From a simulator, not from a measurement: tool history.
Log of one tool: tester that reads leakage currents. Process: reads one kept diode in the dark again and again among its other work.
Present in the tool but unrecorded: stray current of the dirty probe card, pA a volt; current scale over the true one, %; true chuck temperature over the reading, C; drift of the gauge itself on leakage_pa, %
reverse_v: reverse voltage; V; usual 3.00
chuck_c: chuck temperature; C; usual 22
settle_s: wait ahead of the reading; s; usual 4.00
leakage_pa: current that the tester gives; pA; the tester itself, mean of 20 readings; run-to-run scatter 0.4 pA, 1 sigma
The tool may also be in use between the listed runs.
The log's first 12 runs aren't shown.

run,hour,reverse_v,chuck_c,settle_s,hours of work since the probe card was cleaned,hours of work since the tester was calibrated,hours of work since the chuck was calibrated,leakage_pa
13,668.6,3.00,22,0.53,283,2419,638,149.60
14,717.6,3.00,22,0.53,317,2454,672,150.38
15,767.7,3.00,22,0.53,353,2489,708,151.84
16,806.7,3.00,22,4.00,381,2517,736,150.80
17,866.3,3.00,32,0.36,423,2559,778,327.39
18,900.1,1.24,53,0.76,447,2583,802,1026.33
# hour 910.7: chuck's temperature calibrated
19,939.4,3.00,22,2.33,473,2609,20,134.27
20,1006.6,3.00,47,1.35,521,2657,68,846.79
21,1064.7,3.00,47,1.35,562,2698,109,855.06
22,1117.5,19.55,58,2.03,599,2736,146,3330.48
23,1157.9,19.55,58,2.03,628,2764,175,3340.99
24,1231.6,19.55,58,2.03,680,2816,227,3381.14
25,1294.0,19.55,58,2.03,724,2861,271,3388.89
26,1352.8,19.55,58,2.03,766,2902,313,3420.51
27,1426.8,19.55,58,2.03,818,2955,365,3453.72
28,1476.4,19.55,58,2.03,853,2990,401,3450.88
29,1553.6,13.90,28,0.51,908,3044,455,397.16
30,1612.2,13.90,28,0.51,950,3086,497,403.60
31,1656.4,13.90,28,0.76,981,3117,528,400.91

What if the next run were any one of these 3? Each begins from the tool's condition after run 31:
A,1728.6,3.00,25,1.91,1032,3168,579,?
B,1728.6,4.60,22,2.72,1032,3168,579,?
C,1728.6,2.15,58,0.31,1032,3168,579,?

run,leakage_pa
A,186.77
B,170.64
C,1656.25
What these runs would have given with no unlogged condition in the tool:
run,leakage_pa
A,169.44
B,153.58
C,1544.29

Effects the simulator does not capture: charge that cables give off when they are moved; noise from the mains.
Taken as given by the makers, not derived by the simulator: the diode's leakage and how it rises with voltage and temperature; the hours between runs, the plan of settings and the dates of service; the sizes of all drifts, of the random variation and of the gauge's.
